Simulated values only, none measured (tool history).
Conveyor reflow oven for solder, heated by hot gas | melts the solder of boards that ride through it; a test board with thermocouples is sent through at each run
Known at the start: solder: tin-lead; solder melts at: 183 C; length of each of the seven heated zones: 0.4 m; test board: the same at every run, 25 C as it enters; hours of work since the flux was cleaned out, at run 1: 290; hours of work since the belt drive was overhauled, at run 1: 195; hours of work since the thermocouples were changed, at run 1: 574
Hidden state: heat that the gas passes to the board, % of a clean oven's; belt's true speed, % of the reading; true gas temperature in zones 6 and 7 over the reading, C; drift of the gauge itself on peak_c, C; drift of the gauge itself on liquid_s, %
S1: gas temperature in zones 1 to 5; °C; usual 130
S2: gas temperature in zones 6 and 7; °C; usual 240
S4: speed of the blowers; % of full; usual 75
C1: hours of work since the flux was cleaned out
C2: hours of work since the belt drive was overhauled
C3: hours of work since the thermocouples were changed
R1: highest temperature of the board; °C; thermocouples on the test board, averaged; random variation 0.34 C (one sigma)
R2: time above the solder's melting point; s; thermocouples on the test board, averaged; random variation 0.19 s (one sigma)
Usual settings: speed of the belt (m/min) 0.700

Run 1, hour 0.0: usual settings; C1 290; C2 195; C3 574. Result: R1 224.5 °C, R2 54.2 s.
Run 2, hour 27.6: usual settings but S2 245 °C; C1 304; C2 209; C3 588. Result: R1 229.3 °C, R2 56.7 s.
Run 3, hour 40.7: usual settings but speed of the belt (m/min) 0.737; C1 311; C2 216; C3 595. Result: R1 222.5 °C, R2 50.1 s.
Run 4, hour 66.9: usual settings but speed of the belt (m/min) 0.579; C1 325; C2 230; C3 609. Result: R1 229.9 °C, R2 69.8 s.
Run 5, hour 89.8: usual settings but speed of the belt (m/min) 0.579; C1 337; C2 242; C3 621. Result: R1 229.1 °C, R2 69.7 s.
Run 6, hour 114.3: usual settings but S1 141 °C, S4 87 % of full; C1 350; C2 255; C3 634. Result: R1 226.7 °C, R2 58.7 s.
Run 7, hour 142.3: usual settings but S1 141 °C, S4 87 % of full; C1 365; C2 270; C3 649. Result: R1 226.8 °C, R2 58.7 s.
Run 8, hour 162.6: usual settings but S1 126 °C, S4 73 % of full; C1 376; C2 281; C3 660. Result: R1 222.6 °C, R2 52.5 s.
Run 9, hour 184.0: usual settings but S1 128 °C, S2 251 °C, speed of the belt (m/min) 0.625, S4 56 % of full; C1 387; C2 292; C3 671. Result: R1 234.2 °C, R2 66.3 s.
Run 10, hour 205.4: usual settings but S1 135 °C, S2 241 °C, speed of the belt (m/min) 0.768, S4 76 % of full; C1 398; C2 303; C3 682. Result: R1 221.9 °C, R2 49.3 s.

Some steps in R1 between neighbouring runs. How much of each would the tool show without its hidden state too (settings, what came in, random variation), and how much is left for the hidden state, with any gauge scatter that isn't in both results?
Run 9 -> 10: S1 128 -> 135, S2 251 -> 241, speed of the belt (m/min) 0.625 -> 0.768, S4 56 -> 76. R1 -12.3 °C: hidden state -0.9, all else -11.4.

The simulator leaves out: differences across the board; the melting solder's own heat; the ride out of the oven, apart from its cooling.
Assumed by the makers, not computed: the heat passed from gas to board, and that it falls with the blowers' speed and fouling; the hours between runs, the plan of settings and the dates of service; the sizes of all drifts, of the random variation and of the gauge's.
